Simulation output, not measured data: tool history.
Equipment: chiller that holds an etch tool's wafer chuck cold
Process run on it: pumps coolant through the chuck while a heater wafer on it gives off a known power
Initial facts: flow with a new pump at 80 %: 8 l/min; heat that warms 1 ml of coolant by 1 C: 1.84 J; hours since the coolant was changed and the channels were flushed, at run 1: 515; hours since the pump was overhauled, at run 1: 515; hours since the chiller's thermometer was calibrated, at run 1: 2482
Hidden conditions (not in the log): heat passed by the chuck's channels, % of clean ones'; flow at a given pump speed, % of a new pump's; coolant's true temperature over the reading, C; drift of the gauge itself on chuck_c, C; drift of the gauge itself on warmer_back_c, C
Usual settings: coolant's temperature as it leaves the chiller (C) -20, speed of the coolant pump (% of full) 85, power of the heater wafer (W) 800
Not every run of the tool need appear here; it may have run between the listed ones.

| run | hour | coolant's temperature as it leaves the chiller (C) | speed of the coolant pump (% of full) | power of the heater wafer (W) | hours since the coolant was changed and the channels were flushed | hours since the pump was overhauled | hours since the chiller's thermometer was calibrated | chuck's temperature once it has settled (C) | how much warmer the coolant comes back (C) |
|---|---|---|---|---|---|---|---|---|---|
| 1 | 0.0 | -20 | 85 | 800 | 515 | 515 | 2482 | -12.3 | 3.10 |
| 2 | 94.6 | -20 | 85 | 800 | 609 | 609 | 2576 | -12.4 | 3.09 |
| 3 | 196.5 | -20 | 85 | 800 | 711 | 711 | 2678 | -12.3 | 3.10 |
|  | 326.6 | chiller's thermometer calibrated |
| 4 | 358.0 | -20 | 85 | 800 | 872 | 872 | 31 | -12.5 | 3.13 |
| 5 | 461.3 | -20 | 85 | 800 | 975 | 975 | 135 | -12.5 | 3.10 |
| 6 | 591.4 | -20 | 85 | 800 | 1105 | 1105 | 265 | -12.4 | 3.14 |
| 7 | 664.1 | -20 | 85 | 800 | 1178 | 1178 | 338 | -12.3 | 3.17 |
| 8 | 754.0 | -20 | 85 | 800 | 1268 | 1268 | 427 | -12.3 | 3.14 |
| 9 | 889.6 | -20 | 85 | 800 | 1403 | 1403 | 563 | -12.4 | 3.16 |
| 10 | 997.3 | -24 | 85 | 800 | 1511 | 1511 | 671 | -16.2 | 3.20 |
| 11 | 1126.7 | -20 | 85 | 1189 | 1641 | 1641 | 800 | -8.4 | 4.74 |
| 12 | 1253.1 | -20 | 85 | 1189 | 1767 | 1767 | 927 | -8.5 | 4.73 |
| 13 | 1359.6 | -20 | 85 | 1189 | 1873 | 1873 | 1033 | -8.4 | 4.77 |
| 14 | 1464.7 | -20 | 85 | 1189 | 1978 | 1978 | 1138 | -8.3 | 4.74 |
| 15 | 1541.4 | -20 | 85 | 860 | 2055 | 2055 | 1215 | -11.3 | 3.44 |
| 16 | 1710.9 | -13 | 85 | 800 | 2225 | 2225 | 1384 | -4.9 | 3.24 |
| 17 | 1873.7 | -22 | 71 | 526 | 2388 | 2388 | 1547 | -15.8 | 2.52 |
| 18 | 1965.0 | -20 | 69 | 485 | 2479 | 2479 | 1638 | -14.2 | 2.40 |
| 19 | 2130.5 | -20 | 60 | 902 | 2644 | 2644 | 1804 | -8.1 | 5.17 |
| 20 | 2209.5 | -20 | 60 | 902 | 2723 | 2723 | 1883 | -8.2 | 5.16 |
| 21 | 2316.9 | -26 | 67 | 645 | 2831 | 2831 | 1990 | -18.0 | 3.36 |
| 22 | 2421.3 | -26 | 67 | 770 | 2935 | 2935 | 2095 | -16.5 | 3.94 |
| 23 | 2509.6 | -26 | 67 | 770 | 3023 | 3023 | 2183 | -16.3 | 3.96 |
| 24 | 2624.4 | -20 | 62 | 465 | 3138 | 3138 | 2298 | -13.8 | 2.57 |
| 25 | 2791.9 | -20 | 81 | 943 | 3306 | 3306 | 2465 | -9.5 | 4.04 |
| 26 | 2955.4 | -11 | 77 | 538 | 3469 | 3469 | 2629 | -4.6 | 2.40 |
| 27 | 3030.7 | -11 | 77 | 538 | 3544 | 3544 | 2704 | -4.6 | 2.43 |
|  | 3136.1 | chiller's thermometer calibrated |
| 28 | 3160.2 | -11 | 90 | 717 | 3673 | 3673 | 24 | -3.7 | 2.77 |
| 29 | 3264.6 | -11 | 90 | 717 | 3777 | 3777 | 129 | -3.6 | 2.77 |
| 30 | 3421.7 | -11 | 90 | 717 | 3935 | 3935 | 286 | -3.7 | 2.81 |
| 31 | 3561.3 | -11 | 90 | 717 | 4074 | 4074 | 425 | -3.5 | 2.81 |
| 32 | 3725.9 | -29 | 82 | 584 | 4239 | 4239 | 590 | -22.5 | 2.51 |

Across each entry between runs, compare the hidden state at the last listed run before it with the hidden state at the first listed run after it:
In the gap between runs 3 and 4: chiller's thermometer calibrated (hour 326.6)
  heat passed by the chuck's channels, % of clean ones': 96.9 -> 96.2; flow at a given pump speed, % of a new pump's: 98.3 -> 98; coolant's true temperature over the reading, C: 0.37 -> -0.02
  measured result minus the result with no hidden state, chuck's temperature once it has settled (C): +0.6 -> +0.3; how much warmer the coolant comes back (C): +0.06 -> +0.06
In the gap between runs 27 and 28: chiller's thermometer calibrated (hour 3136.1)
  heat passed by the chuck's channels, % of clean ones': 84.7 -> 84.2; flow at a given pump speed, % of a new pump's: 93.7 -> 93.5; coolant's true temperature over the reading, C: 0.36 -> -0.06
  measured result minus the result with no hidden state, chuck's temperature once it has settled (C): +1.3 -> +1.2; how much warmer the coolant comes back (C): +0.15 -> +0.18
